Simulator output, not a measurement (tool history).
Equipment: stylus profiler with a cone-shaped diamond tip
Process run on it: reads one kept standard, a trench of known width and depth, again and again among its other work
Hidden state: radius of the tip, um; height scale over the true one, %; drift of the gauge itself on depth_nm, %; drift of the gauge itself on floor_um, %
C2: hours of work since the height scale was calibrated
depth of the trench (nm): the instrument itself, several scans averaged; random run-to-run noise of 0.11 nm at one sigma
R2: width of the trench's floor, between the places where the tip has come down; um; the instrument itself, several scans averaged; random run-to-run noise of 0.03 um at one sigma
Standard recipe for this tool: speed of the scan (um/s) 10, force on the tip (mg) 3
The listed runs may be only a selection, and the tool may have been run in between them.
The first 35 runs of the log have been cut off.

{"run": 36, "hour": 842.8, "speed of the scan (um/s)": 4, "force on the tip (mg)": 1.76, "scans with this tip": 9974, "C2": 1423, "depth of the trench (nm)": 201.72, "R2": 48.19}
{"run": 37, "hour": 859.8, "speed of the scan (um/s)": 4, "force on the tip (mg)": 1.76, "scans with this tip": 10058, "C2": 1435, "depth of the trench (nm)": 201.64, "R2": 48.23}
{"run": 38, "hour": 888.7, "speed of the scan (um/s)": 3, "force on the tip (mg)": 3, "scans with this tip": 10202, "C2": 1456, "depth of the trench (nm)": 202.31, "R2": 48.22}
{"run": 39, "hour": 919.9, "speed of the scan (um/s)": 11, "force on the tip (mg)": 3.13, "scans with this tip": 10356, "C2": 1478, "depth of the trench (nm)": 202.39, "R2": 48.3}
{"run": 40, "hour": 940.4, "speed of the scan (um/s)": 10, "force on the tip (mg)": 7.24, "scans with this tip": 10458, "C2": 1492, "depth of the trench (nm)": 204.4, "R2": 48.23}
{"run": 41, "hour": 956.4, "speed of the scan (um/s)": 28, "force on the tip (mg)": 3.53, "scans with this tip": 10537, "C2": 1503, "depth of the trench (nm)": 202.44, "R2": 48.22}
{"run": 42, "hour": 972.5, "speed of the scan (um/s)": 6, "force on the tip (mg)": 1, "scans with this tip": 10617, "C2": 1515, "depth of the trench (nm)": 201.13, "R2": 48.23}
{"run": 43, "hour": 994.4, "speed of the scan (um/s)": 4, "force on the tip (mg)": 8.04, "scans with this tip": 10726, "C2": 1530, "depth of the trench (nm)": 204.78, "R2": 48.19}
{"run": 44, "hour": 1012.6, "speed of the scan (um/s)": 22, "force on the tip (mg)": 7.68, "scans with this tip": 10816, "C2": 1543, "depth of the trench (nm)": 204.39, "R2": 48.25}
{"run": 45, "hour": 1027.8, "speed of the scan (um/s)": 22, "force on the tip (mg)": 7.68, "scans with this tip": 10891, "C2": 1554, "depth of the trench (nm)": 204.46, "R2": 48.21}
{"run": 46, "hour": 1059.9, "speed of the scan (um/s)": 7, "force on the tip (mg)": 2.09, "scans with this tip": 11051, "C2": 1577, "depth of the trench (nm)": 201.91, "R2": 48.24}

Consider 5 possible next runs. They are alternatives, not a sequence: every one starts from the tool as it was left by run 46. What does each give?
{"run": "A", "hour": 1088.3, "speed of the scan (um/s)": 3, "force on the tip (mg)": 3, "scans with this tip": 11192, "C2": 1597, "depth of the trench (nm)": "?", "R2": "?"}
{"run": "B", "hour": 1088.3, "speed of the scan (um/s)": 3, "force on the tip (mg)": 3, "scans with this tip": 11192, "C2": 1597, "depth of the trench (nm)": "?", "R2": "?"}
{"run": "C", "hour": 1088.3, "speed of the scan (um/s)": 8, "force on the tip (mg)": 2.24, "scans with this tip": 11192, "C2": 1597, "depth of the trench (nm)": "?", "R2": "?"}
{"run": "D", "hour": 1088.3, "speed of the scan (um/s)": 9, "force on the tip (mg)": 1.02, "scans with this tip": 11192, "C2": 1597, "depth of the trench (nm)": "?", "R2": "?"}
{"run": "E", "hour": 1088.3, "speed of the scan (um/s)": 14, "force on the tip (mg)": 1.97, "scans with this tip": 11192, "C2": 1597, "depth of the trench (nm)": "?", "R2": "?"}

run=A depth_of_the_trench_(nm)=202.49 R2=48.23
run=B depth_of_the_trench_(nm)=202.27 R2=48.19
run=C depth_of_the_trench_(nm)=202.1 R2=48.23
run=D depth_of_the_trench_(nm)=201.32 R2=48.25
run=E depth_of_the_trench_(nm)=201.88 R2=48.24
Had the tool no hidden state, the same runs would have come out as:
run=A depth_of_the_trench_(nm)=202.52 R2=48.24
run=B depth_of_the_trench_(nm)=202.31 R2=48.2
run=C depth_of_the_trench_(nm)=202.14 R2=48.24
run=D depth_of_the_trench_(nm)=201.36 R2=48.27
run=E depth_of_the_trench_(nm)=201.92 R2=48.25

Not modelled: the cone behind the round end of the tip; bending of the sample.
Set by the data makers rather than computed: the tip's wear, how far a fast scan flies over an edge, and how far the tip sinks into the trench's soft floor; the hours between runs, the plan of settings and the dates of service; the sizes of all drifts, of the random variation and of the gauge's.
